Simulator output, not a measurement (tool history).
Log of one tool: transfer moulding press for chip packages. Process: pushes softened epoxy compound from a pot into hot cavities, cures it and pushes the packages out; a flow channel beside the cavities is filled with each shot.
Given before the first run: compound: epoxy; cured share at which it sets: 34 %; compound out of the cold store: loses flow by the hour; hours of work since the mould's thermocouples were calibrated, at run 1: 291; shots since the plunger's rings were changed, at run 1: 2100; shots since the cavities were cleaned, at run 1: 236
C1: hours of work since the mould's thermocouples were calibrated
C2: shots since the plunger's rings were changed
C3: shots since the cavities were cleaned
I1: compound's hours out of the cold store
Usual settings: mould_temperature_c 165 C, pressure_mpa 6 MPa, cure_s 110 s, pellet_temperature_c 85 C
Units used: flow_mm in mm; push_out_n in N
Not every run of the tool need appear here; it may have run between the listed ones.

Run 1, hour 0: usual settings; C1 291; C2 2100; C3 236; I1 22.8. Result: flow_mm 530 mm, push_out_n 666 N.
Run 2, hour 23.8: usual settings; C1 305; C2 2327; C3 463; I1 16.8. Result: flow_mm 543 mm, push_out_n 811 N.
Run 3, hour 47.7: usual settings but pellet_temperature_c 78 C; C1 320; C2 2555; C3 691; I1 39.6. Result: flow_mm 466 mm, push_out_n 856 N.
Run 4, hour 70.2: usual settings but pellet_temperature_c 78 C; C1 334; C2 2769; C3 905; I1 45.2. Result: flow_mm 448 mm, push_out_n 886 N.
At hour 89: cavities cleaned with cleaning compound and waxed.
Run 5, hour 90.9: usual settings but pellet_temperature_c 75 C; C1 346; C2 2952; C3 17; I1 39.5. Result: flow_mm 463 mm, push_out_n 518 N.
Run 6, hour 117.6: usual settings but pellet_temperature_c 75 C; C1 362; C2 3206; C3 271; I1 48. Result: flow_mm 433 mm, push_out_n 693 N.
Run 7, hour 138.4: usual settings but pressure_mpa 6.66 MPa; C1 375; C2 3405; C3 470; I1 25.3. Result: flow_mm 530 mm, push_out_n 794 N.
Run 8, hour 166.3: usual settings but pellet_temperature_c 91 C; C1 392; C2 3671; C3 736; I1 47.2. Result: flow_mm 435 mm, push_out_n 835 N.
Run 9, hour 186.6: usual settings but pellet_temperature_c 91 C; C1 405; C2 3864; C3 929; I1 35.1. Result: flow_mm 462 mm, push_out_n 906 N.
At hour 202.4: cavities cleaned with cleaning compound and waxed.
Run 10, hour 220.9: usual settings but pellet_temperature_c 91 C; C1 425; C2 4177; C3 176; I1 10.9. Result: flow_mm 527 mm, push_out_n 661 N.
Run 11, hour 238.5: usual settings but pellet_temperature_c 91 C; C1 436; C2 4345; C3 344; I1 11.7. Result: flow_mm 525 mm, push_out_n 712 N.
Run 12, hour 275.7: usual settings but pellet_temperature_c 91 C; C1 458; C2 4699; C3 698; I1 33.3. Result: flow_mm 463 mm, push_out_n 861 N.
Run 13, hour 311: usual settings but pellet_temperature_c 91 C; C1 480; C2 5036; C3 1035; I1 8.3. Result: flow_mm 550 mm, push_out_n 984 N.
At hour 316.2: cavities cleaned with cleaning compound and waxed.
Run 14, hour 346: usual settings but pellet_temperature_c 91 C; C1 501; C2 5356; C3 285; I1 10.6. Result: flow_mm 522 mm, push_out_n 719 N.
Run 15, hour 375.6: usual settings but mould_temperature_c 160 C, pressure_mpa 7.27 MPa, cure_s 127 s, pellet_temperature_c 78 C; C1 519; C2 5638; C3 567; I1 37.7. Result: flow_mm 489 mm, push_out_n 890 N.
Run 16, hour 408.7: usual settings but mould_temperature_c 160 C, pressure_mpa 7.27 MPa, cure_s 127 s, pellet_temperature_c 78 C; C1 539; C2 5953; C3 882; I1 36.1. Result: flow_mm 496 mm, push_out_n 1010 N.
At hour 427: plunger's sealing rings changed.
At hour 434: cavities cleaned with cleaning compound and waxed.
Run 17, hour 434: usual settings but pellet_temperature_c 92 C; C1 553; C2 52; C3 0; I1 36.7. Result: flow_mm 493 mm, push_out_n 536 N.
Run 18, hour 461.5: usual settings but pressure_mpa 5.12 MPa, pellet_temperature_c 86 C; C1 569; C2 314; C3 262; I1 45.3. Result: flow_mm 428 mm, push_out_n 683 N.
Run 19, hour 498.2: usual settings but mould_temperature_c 163 C, cure_s 100 s; C1 592; C2 664; C3 612; I1 31.3. Result: flow_mm 523 mm, push_out_n 1081 N.
Run 20, hour 536.5: usual settings but pressure_mpa 7 MPa, cure_s 98 s, pellet_temperature_c 80 C; C1 616; C2 1030; C3 978; I1 31.8. Result: flow_mm 543 mm, push_out_n 1143 N.
At hour 548.4: cavities cleaned with cleaning compound and waxed.
Run 21, hour 566.5: usual settings but pressure_mpa 7 MPa, cure_s 98 s, pellet_temperature_c 80 C; C1 633; C2 1301; C3 172; I1 24.4. Result: flow_mm 566 mm, push_out_n 773 N.
At hour 584.6: mould's thermocouples calibrated.
Run 22, hour 598.1: usual settings but cure_s 139 s; C1 8; C2 1584; C3 455; I1 21.7. Result: flow_mm 535 mm, push_out_n 690 N.
Run 23, hour 615.8: usual settings but cure_s 139 s; C1 19; C2 1752; C3 623; I1 39.7. Result: flow_mm 481 mm, push_out_n 715 N.
Run 24, hour 645.7: usual settings but mould_temperature_c 170 C, pressure_mpa 5.52 MPa, cure_s 139 s, pellet_temperature_c 79 C; C1 38; C2 2037; C3 908; I1 32.2. Result: flow_mm 459 mm, push_out_n 800 N.
At hour 665.3: cavities cleaned with cleaning compound and waxed.
Run 25, hour 665.3: usual settings but mould_temperature_c 170 C, pressure_mpa 5.52 MPa, cure_s 139 s, pellet_temperature_c 79 C; C1 49; C2 2210; C3 0; I1 14.2. Result: flow_mm 515 mm, push_out_n 449 N.
Run 26, hour 694.1: usual settings but mould_temperature_c 170 C, pressure_mpa 4.95 MPa, cure_s 108 s, pellet_temperature_c 94 C; C1 66; C2 2484; C3 274; I1 37.2. Result: flow_mm 411 mm, push_out_n 603 N.
Run 27, hour 720.5: usual settings but mould_temperature_c 159 C, pressure_mpa 4.95 MPa, cure_s 119 s, pellet_temperature_c 82 C; C1 83; C2 2735; C3 525; I1 12. Result: flow_mm 508 mm, push_out_n 1030 N.

Predict each of these 3 candidate next runs independently; none follows another, all start after run 27:
Run A, hour 749.5: usual settings but mould_temperature_c 166 C, pressure_mpa 5.14 MPa, cure_s 127 s, pellet_temperature_c 82 C; C1 101; C2 3012; C3 802; I1 15.2. Result: flow_mm ?, push_out_n ?.
Run B, hour 749.5: usual settings but mould_temperature_c 159 C, pressure_mpa 6.44 MPa, cure_s 119 s, pellet_temperature_c 82 C; C1 101; C2 3012; C3 802; I1 13.2. Result: flow_mm ?, push_out_n ?.
Run C, hour 749.5: usual settings but mould_temperature_c 159 C, pressure_mpa 6.6 MPa, cure_s 92 s, pellet_temperature_c 93 C; C1 101; C2 3012; C3 802; I1 10. Result: flow_mm ?, push_out_n ?.

run  flow_mm  push_out_n
  A      491         804
  B      580        1208
  C      594        1962
With no hidden state in the tool, these same runs would have given:
run  flow_mm  push_out_n
  A      524         452
  B      618         676
  C      633        1094
